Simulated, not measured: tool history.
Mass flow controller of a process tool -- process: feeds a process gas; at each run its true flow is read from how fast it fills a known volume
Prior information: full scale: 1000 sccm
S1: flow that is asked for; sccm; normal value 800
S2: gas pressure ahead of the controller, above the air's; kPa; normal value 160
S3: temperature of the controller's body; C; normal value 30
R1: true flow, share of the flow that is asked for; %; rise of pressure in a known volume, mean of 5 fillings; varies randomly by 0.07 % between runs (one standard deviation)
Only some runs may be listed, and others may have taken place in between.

Run 1, hour 0.0: usual settings. Result: R1 98.82 %.
Run 2, hour 32.5: usual settings. Result: R1 98.76 %.
Run 3, hour 88.1: usual settings. Result: R1 98.79 %.
Run 4, hour 154.0: usual settings. Result: R1 98.81 %.
Run 5, hour 231.4: usual settings. Result: R1 98.94 %.
Run 6, hour 292.5: usual settings. Result: R1 98.91 %.
Run 7, hour 340.8: usual settings but S2 149 kPa. Result: R1 98.79 %.
Run 8, hour 386.1: usual settings. Result: R1 98.87 %.
Run 9, hour 448.0: usual settings but S1 194 sccm. Result: R1 96.68 %.
Run 10, hour 526.6: usual settings but S1 194 sccm. Result: R1 96.61 %.
Run 11, hour 593.7: usual settings but S1 194 sccm. Result: R1 96.57 %.
Run 12, hour 669.6: usual settings but S1 194 sccm. Result: R1 96.59 %.
Run 13, hour 702.9: usual settings. Result: R1 98.66 %.
Run 14, hour 752.5: usual settings but S2 166 kPa. Result: R1 98.72 %.
Run 15, hour 819.1: usual settings but S2 166 kPa. Result: R1 98.85 %.
Run 16, hour 897.0: usual settings but S2 166 kPa. Result: R1 98.67 %.
Run 17, hour 955.2: usual settings. Result: R1 98.76 %.
Run 18, hour 1035.2: usual settings. Result: R1 98.70 %.
Run 19, hour 1114.0: usual settings. Result: R1 98.71 %.
Run 20, hour 1162.0: usual settings. Result: R1 98.54 %.
Run 21, hour 1231.3: usual settings. Result: R1 98.64 %.
Run 22, hour 1293.5: usual settings but S2 276 kPa, S3 39 C. Result: R1 98.77 %.
Run 23, hour 1359.5: usual settings but S1 562 sccm, S2 276 kPa, S3 39 C. Result: R1 98.24 %.
Run 24, hour 1436.6: usual settings but S1 200 sccm, S2 165 kPa, S3 20 C. Result: R1 96.82 %.
Run 25, hour 1472.8: usual settings but S1 833 sccm. Result: R1 98.63 %.
Run 26, hour 1510.8: usual settings but S2 174 kPa, S3 33 C. Result: R1 98.70 %.
Run 27, hour 1547.6: usual settings but S1 456 sccm, S2 216 kPa, S3 32 C. Result: R1 97.68 %.
Run 28, hour 1610.7: usual settings but S1 341 sccm, S2 170 kPa, S3 35 C. Result: R1 96.97 %.
Run 29, hour 1670.7: usual settings but S1 161 sccm, S2 148 kPa. Result: R1 96.01 %.
Run 30, hour 1739.5: usual settings but S1 161 sccm, S2 244 kPa, S3 35 C. Result: R1 96.31 %.
Run 31, hour 1817.4: usual settings but S1 161 sccm, S2 244 kPa, S3 35 C. Result: R1 96.30 %.
Run 32, hour 1860.9: usual settings but S1 289 sccm, S2 183 kPa, S3 21 C. Result: R1 97.16 %.
Run 33, hour 1939.1: usual settings but S1 155 sccm, S2 264 kPa, S3 22 C. Result: R1 96.69 %.
Run 34, hour 1980.9: usual settings but S1 982 sccm, S2 198 kPa, S3 36 C. Result: R1 99.16 %.
Run 35, hour 2016.3: usual settings but S1 982 sccm, S2 198 kPa, S3 36 C. Result: R1 99.14 %.
Run 36, hour 2053.1: usual settings but S1 982 sccm, S2 198 kPa, S3 36 C. Result: R1 99.03 %.
Run 37, hour 2101.3: usual settings but S2 168 kPa. Result: R1 98.69 %.
Run 38, hour 2162.8: usual settings but S2 168 kPa. Result: R1 98.64 %.
Run 39, hour 2211.5: usual settings but S1 113 sccm, S2 230 kPa, S3 21 C. Result: R1 95.93 %.
Run 40, hour 2254.1: usual settings but S1 113 sccm, S2 230 kPa, S3 21 C. Result: R1 96.06 %.
Run 41, hour 2318.2: usual settings but S1 522 sccm, S2 183 kPa, S3 34 C. Result: R1 97.75 %.
Run 42, hour 2376.5: usual settings but S1 306 sccm, S2 226 kPa, S3 21 C. Result: R1 97.37 %.

A few steps of R1 between consecutive runs. Split each: what settings, incoming material and random variation would produce without the hidden state, and what is left over for the hidden state, along with gauge scatter present in only one of the two compared results (measured, and without hidden state):
Hidden conditions of the tool in this case: flow at rest that the sensor doesn't see, % of full scale; true flow over the shown one, %; drift of the gauge itself on true_pct, %.
Run 8 -> 9: S1 800 -> 194. R1 -2.19 %: hidden state -0.39, all else -1.80.
Run 33 -> 34: S1 155 -> 982, S2 264 -> 198, S3 22 -> 36. R1 +2.47 %: hidden state +0.82, all else +1.65.
Run 38 -> 39: S1 800 -> 113, S2 168 -> 230, S3 30 -> 21. R1 -2.71 %: hidden state -1.22, all else -1.49.
Run 40 -> 41: S1 113 -> 522, S2 230 -> 183, S3 21 -> 34. R1 +1.69 %: hidden state +1.12, all else +0.57.
